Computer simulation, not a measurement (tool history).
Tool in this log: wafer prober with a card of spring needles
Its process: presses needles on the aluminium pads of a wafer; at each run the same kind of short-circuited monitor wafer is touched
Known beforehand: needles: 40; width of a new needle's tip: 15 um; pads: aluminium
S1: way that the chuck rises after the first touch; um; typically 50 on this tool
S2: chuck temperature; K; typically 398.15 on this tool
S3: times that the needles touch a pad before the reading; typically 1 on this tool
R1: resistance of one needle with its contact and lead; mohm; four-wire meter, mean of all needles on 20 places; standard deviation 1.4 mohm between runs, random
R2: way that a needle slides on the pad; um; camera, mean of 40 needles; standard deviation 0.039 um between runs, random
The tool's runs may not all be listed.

| run | hour | S1 | S2 | S3 | R1 | R2 |
|---|---|---|---|---|---|---|
| 1 | 0 | 50 | 398.15 | 1 | 148 | 12.55 |
|  | 21.6 | tips cleaned on abrasive film |
|  | 43.3 | tips cleaned on abrasive film |
|  | 64.6 | tips cleaned on abrasive film |
| 2 | 65.3 | 50 | 398.15 | 1 | 148 | 12.44 |
|  | 86.6 | tips cleaned on abrasive film |
|  | 109.2 | tips cleaned on abrasive film |
|  | 128.2 | tips cleaned on abrasive film |
| 3 | 128.2 | 50 | 398.15 | 1 | 141 | 12.37 |
|  | 150.1 | tips cleaned on abrasive film |
| 4 | 166.3 | 50 | 398.15 | 1 | 300 | 12.41 |
|  | 171.1 | tips cleaned on abrasive film |
|  | 192.1 | tips cleaned on abrasive film |
| 5 | 209.3 | 50 | 398.15 | 1 | 312 | 12.26 |
|  | 214.1 | tips cleaned on abrasive film |
|  | 237.1 | tips cleaned on abrasive film |
|  | 258.9 | tips cleaned on abrasive film |
| 6 | 263.7 | 50 | 398.15 | 2 | 185 | 12.25 |
|  | 277.9 | tips cleaned on abrasive film |
|  | 299.6 | tips cleaned on abrasive film |
| 7 | 317.4 | 50 | 398.15 | 2 | 244 | 12.16 |
|  | 322.2 | tips cleaned on abrasive film |
|  | 342.4 | tips cleaned on abrasive film |
| 8 | 348.3 | 50 | 398.15 | 2 | 188 | 12.07 |
|  | 362 | tips cleaned on abrasive film |
|  | 382.1 | tips cleaned on abrasive film |
| 9 | 382.1 | 50 | 398.15 | 2 | 144 | 12.06 |
|  | 405.7 | tips cleaned on abrasive film |
| 10 | 424.1 | 50 | 323.15 | 1 | 334 | 12.01 |
|  | 427.6 | tips cleaned on abrasive film |
|  | 447.9 | tips cleaned on abrasive film |
| 11 | 461.8 | 50 | 398.15 | 2 | 238 | 12.1 |
|  | 471.3 | tips cleaned on abrasive film |
|  | 493.7 | tips cleaned on abrasive film |
|  | 498.7 | height of the first contact set anew |
|  | 516.1 | tips cleaned on abrasive film |
|  | 536.8 | tips cleaned on abrasive film |
| 12 | 536.8 | 50 | 398.15 | 2 | 139 | 12.53 |
|  | 560.5 | tips cleaned on abrasive film |
|  | 582.6 | tips cleaned on abrasive film |
| 13 | 599.8 | 50 | 398.15 | 2 | 239 | 12.53 |
|  | 604.4 | tips cleaned on abrasive film |
|  | 624.6 | tips cleaned on abrasive film |
|  | 646.3 | tips cleaned on abrasive film |
| 14 | 655 | 50 | 398.15 | 1 | 251 | 12.46 |
|  | 669.3 | tips cleaned on abrasive film |
|  | 691.3 | tips cleaned on abrasive film |
|  | 712.9 | tips cleaned on abrasive film |
| 15 | 713.9 | 45 | 304.15 | 2 | 146 | 11.13 |
|  | 732.5 | tips cleaned on abrasive film |
|  | 754.1 | tips cleaned on abrasive film |
| 16 | 757.2 | 45 | 304.15 | 2 | 174 | 11 |
|  | 776.1 | tips cleaned on abrasive film |
|  | 795.4 | tips cleaned on abrasive film |
| 17 | 810.9 | 45 | 304.15 | 2 | 286 | 11.02 |
|  | 815.6 | tips cleaned on abrasive film |
|  | 837.9 | tips cleaned on abrasive film |
|  | 861 | tips cleaned on abrasive film |
| 18 | 876.9 | 45 | 304.15 | 2 | 289 | 10.9 |
|  | 881.8 | tips cleaned on abrasive film |
|  | 903.4 | tips cleaned on abrasive film |
|  | 922.6 | tips cleaned on abrasive film |
| 19 | 922.6 | 45 | 367.15 | 1 | 166 | 10.88 |
|  | 944.3 | tips cleaned on abrasive film |
|  | 963.5 | tips cleaned on abrasive film |
| 20 | 963.5 | 45 | 367.15 | 1 | 152 | 10.84 |
|  | 984 | tips cleaned on abrasive film |
|  | 1006.7 | tips cleaned on abrasive film |
| 21 | 1022.4 | 45 | 367.15 | 1 | 387 | 10.8 |
|  | 1027.2 | tips cleaned on abrasive film |
|  | 1051 | tips cleaned on abrasive film |
|  | 1070 | tips cleaned on abrasive film |
|  | 1078.8 | height of the first contact set anew |
|  | 1092.4 | tips cleaned on abrasive film |
| 22 | 1093.8 | 45 | 367.15 | 1 | 189 | 11.27 |
|  | 1115.5 | tips cleaned on abrasive film |
|  | 1137.9 | tips cleaned on abrasive film |
|  | 1159.3 | tips cleaned on abrasive film |
| 23 | 1168.6 | 69 | 398.15 | 1 | 214 | 17.29 |
|  | 1178.9 | tips cleaned on abrasive film |
|  | 1202.4 | tips cleaned on abrasive film |
| 24 | 1207.5 | 69 | 398.15 | 1 | 182 | 17.29 |
|  | 1225.5 | tips cleaned on abrasive film |
|  | 1246.3 | tips cleaned on abrasive film |
|  | 1266.8 | tips cleaned on abrasive film |
| 25 | 1278.8 | 46 | 335.15 | 1 | 373 | 11.41 |
|  | 1288.4 | tips cleaned on abrasive film |
|  | 1311.5 | tips cleaned on abrasive film |
| 26 | 1323.9 | 41 | 366.15 | 3 | 234 | 10.05 |
|  | 1333.5 | tips cleaned on abrasive film |
|  | 1356.9 | tips cleaned on abrasive film |
| 27 | 1370.1 | 62 | 366.15 | 2 | 206 | 15.31 |
|  | 1378.5 | tips cleaned on abrasive film |
|  | 1400.6 | tips cleaned on abrasive film |
|  | 1422.8 | tips cleaned on abrasive film |
| 28 | 1424.1 | 36 | 366.15 | 2 | 190 | 8.74 |

Below are 3 alternative next runs, each starting from the tool's condition after run 28. Predict each:
|  | 1442.8 | tips cleaned on abrasive film |
|  | 1463.5 | tips cleaned on abrasive film |
|  | 1485 | tips cleaned on abrasive film |
| A | 1498.8 | 36 | 305.15 | 1 | ? | ? |
|  | 1442.8 | tips cleaned on abrasive film |
|  | 1463.5 | tips cleaned on abrasive film |
|  | 1485 | tips cleaned on abrasive film |
| B | 1498.8 | 36 | 366.15 | 3 | ? | ? |
|  | 1442.8 | tips cleaned on abrasive film |
|  | 1463.5 | tips cleaned on abrasive film |
|  | 1485 | tips cleaned on abrasive film |
| C | 1498.8 | 31 | 393.15 | 2 | ? | ? |

| run | R1 | R2 |
|---|---|---|
| A | 561 | 8.61 |
| B | 280 | 8.66 |
| C | 460 | 7.41 |
Without the tool's hidden state the same runs would have given:
| run | R1 | R2 |
|---|---|---|
| A | 120 | 9.07 |
| B | 131 | 9.11 |
| C | 145 | 7.86 |
